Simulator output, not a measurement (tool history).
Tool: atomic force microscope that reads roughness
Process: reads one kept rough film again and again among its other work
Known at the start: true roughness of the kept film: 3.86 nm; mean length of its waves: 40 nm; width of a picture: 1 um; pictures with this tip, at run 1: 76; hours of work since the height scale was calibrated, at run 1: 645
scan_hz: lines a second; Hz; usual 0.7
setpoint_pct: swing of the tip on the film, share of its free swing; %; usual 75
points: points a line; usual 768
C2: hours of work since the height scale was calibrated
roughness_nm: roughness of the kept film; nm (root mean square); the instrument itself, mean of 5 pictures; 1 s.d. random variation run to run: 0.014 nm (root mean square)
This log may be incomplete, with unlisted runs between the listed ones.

Run 1, day 0: usual settings; pictures with this tip 76; C2 645. Result: roughness_nm 3.119 nm (root mean square).
Run 2, day 0.783: usual settings; pictures with this tip 103; C2 657. Result: roughness_nm 3.068 nm (root mean square).
Run 3, day 2.029: usual settings but setpoint_pct 66 %; pictures with this tip 145; C2 677. Result: roughness_nm 3.024 nm (root mean square).
Run 4, day 3.521: usual settings; pictures with this tip 195; C2 701. Result: roughness_nm 2.82 nm (root mean square).
Run 5, day 4.654: usual settings; pictures with this tip 234; C2 718. Result: roughness_nm 2.747 nm (root mean square).
Run 6, day 5.412: usual settings; pictures with this tip 259; C2 730. Result: roughness_nm 2.686 nm (root mean square).
Run 7, day 6.179: usual settings but scan_hz 3.992 Hz; pictures with this tip 285; C2 742. Result: roughness_nm 2.093 nm (root mean square).
At day 6.338: height scale calibrated on a step standard.
Run 8, day 7.658: usual settings but scan_hz 0.735 Hz, setpoint_pct 77 %, points 924; pictures with this tip 334; C2 21. Result: roughness_nm 2.531 nm (root mean square).
At day 8.358: new tip fitted.
Run 9, day 8.358: usual settings but scan_hz 1.142 Hz, setpoint_pct 77 %, points 544; pictures with this tip 0; C2 32. Result: roughness_nm 3.198 nm (root mean square).
Run 10, day 9.446: usual settings but scan_hz 1.142 Hz, setpoint_pct 77 %, points 544; pictures with this tip 37; C2 49. Result: roughness_nm 3.106 nm (root mean square).
Run 11, day 10.275: usual settings but scan_hz 1.439 Hz, setpoint_pct 62 %, points 292; pictures with this tip 65; C2 62. Result: roughness_nm 3.165 nm (root mean square).
Run 12, day 11.479: usual settings but scan_hz 2.185 Hz, setpoint_pct 80 %, points 292; pictures with this tip 106; C2 81. Result: roughness_nm 2.607 nm (root mean square).

Some steps in roughness_nm between neighbouring runs. How much of each would the tool show without its hidden state too (settings, what came in, random variation), and how much is left for the hidden state, with any gauge scatter that isn't in both results?
The hidden state here: radius of the tip, nm; height scale over the true one, %; drift of the gauge itself on roughness_nm, %.
Run 8 -> 9: scan_hz 0.735 -> 1.142, points 924 -> 544, new tip fitted. roughness_nm +0.667 nm (root mean square): hidden state +0.769, all else -0.102.
